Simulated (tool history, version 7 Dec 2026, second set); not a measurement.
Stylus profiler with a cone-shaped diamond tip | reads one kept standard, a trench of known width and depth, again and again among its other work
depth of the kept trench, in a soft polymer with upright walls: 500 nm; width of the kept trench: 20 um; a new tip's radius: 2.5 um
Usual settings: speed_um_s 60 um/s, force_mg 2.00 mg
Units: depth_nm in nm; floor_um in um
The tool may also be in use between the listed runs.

{"run": 1, "hour": 0.0, "speed_um_s": 60, "force_mg": 2.0, "depth_nm": 504.25, "floor_um": 16.52}
{"run": 2, "hour": 39.2, "speed_um_s": 60, "force_mg": 2.0, "depth_nm": 504.29, "floor_um": 16.43}
{"run": 3, "hour": 88.7, "speed_um_s": 60, "force_mg": 2.0, "depth_nm": 504.39, "floor_um": 16.43}
{"run": 4, "hour": 145.0, "speed_um_s": 60, "force_mg": 2.0, "depth_nm": 504.45, "floor_um": 16.41}
{"run": 5, "hour": 180.7, "speed_um_s": 60, "force_mg": 2.0, "depth_nm": 504.25, "floor_um": 16.35}
{"run": 6, "hour": 234.3, "speed_um_s": 45, "force_mg": 2.0, "depth_nm": 504.33, "floor_um": 16.45}
{"run": 7, "hour": 276.1, "speed_um_s": 129, "force_mg": 2.0, "depth_nm": 504.41, "floor_um": 15.96}
{"run": 8, "hour": 318.5, "speed_um_s": 129, "force_mg": 2.0, "depth_nm": 504.46, "floor_um": 15.92}
{"run": 9, "hour": 382.0, "speed_um_s": 129, "force_mg": 2.0, "depth_nm": 504.69, "floor_um": 15.92}
{"run": 10, "hour": 416.0, "speed_um_s": 129, "force_mg": 4.87, "depth_nm": 507.76, "floor_um": 16.06}
{"run": 11, "hour": 448.0, "speed_um_s": 60, "force_mg": 2.0, "depth_nm": 504.61, "floor_um": 16.15}
{"hour": 454.0, "done": "height scale calibrated on a step standard"}
{"run": 12, "hour": 498.3, "speed_um_s": 60, "force_mg": 2.0, "depth_nm": 504.83, "floor_um": 16.15}
{"run": 13, "hour": 531.3, "speed_um_s": 60, "force_mg": 2.0, "depth_nm": 505.19, "floor_um": 16.13}
{"run": 14, "hour": 590.2, "speed_um_s": 60, "force_mg": 2.0, "depth_nm": 505.2, "floor_um": 16.05}
{"hour": 603.6, "done": "height scale calibrated on a step standard, once more"}
{"run": 15, "hour": 627.5, "speed_um_s": 60, "force_mg": 2.0, "depth_nm": 503.9, "floor_um": 16.09}
{"run": 16, "hour": 687.1, "speed_um_s": 41, "force_mg": 4.68, "depth_nm": 507.18, "floor_um": 16.13}
{"run": 17, "hour": 728.1, "speed_um_s": 88, "force_mg": 1.57, "depth_nm": 503.49, "floor_um": 15.75}
{"run": 18, "hour": 755.3, "speed_um_s": 71, "force_mg": 1.71, "depth_nm": 503.89, "floor_um": 15.83}
{"run": 19, "hour": 796.9, "speed_um_s": 34, "force_mg": 1.48, "depth_nm": 503.47, "floor_um": 16.05}
{"run": 20, "hour": 858.8, "speed_um_s": 34, "force_mg": 1.48, "depth_nm": 503.7, "floor_um": 15.95}
{"run": 21, "hour": 887.9, "speed_um_s": 58, "force_mg": 2.0, "depth_nm": 504.5, "floor_um": 15.88}
{"run": 22, "hour": 943.7, "speed_um_s": 58, "force_mg": 2.0, "depth_nm": 504.48, "floor_um": 15.84}
{"run": 23, "hour": 996.0, "speed_um_s": 58, "force_mg": 2.0, "depth_nm": 504.27, "floor_um": 15.79}
{"run": 24, "hour": 1039.5, "speed_um_s": 81, "force_mg": 3.58, "depth_nm": 506.46, "floor_um": 15.75}
{"run": 25, "hour": 1081.1, "speed_um_s": 67, "force_mg": 1.57, "depth_nm": 503.58, "floor_um": 15.72}
{"run": 26, "hour": 1108.3, "speed_um_s": 64, "force_mg": 1.18, "depth_nm": 503.23, "floor_um": 15.64}
{"run": 27, "hour": 1166.9, "speed_um_s": 64, "force_mg": 1.18, "depth_nm": 503.41, "floor_um": 15.57}

Run 28 comes next. What will it give?
{"run": 28, "hour": 1205.9, "speed_um_s": 64, "force_mg": 1.18, "depth_nm": "?", "floor_um": "?"}

{"run 28": {"depth_nm": 503.37, "floor_um": 15.59}}
Without the tool's hidden state the same run would have given depth_nm 502.83 nm, floor_um 16.62 um.
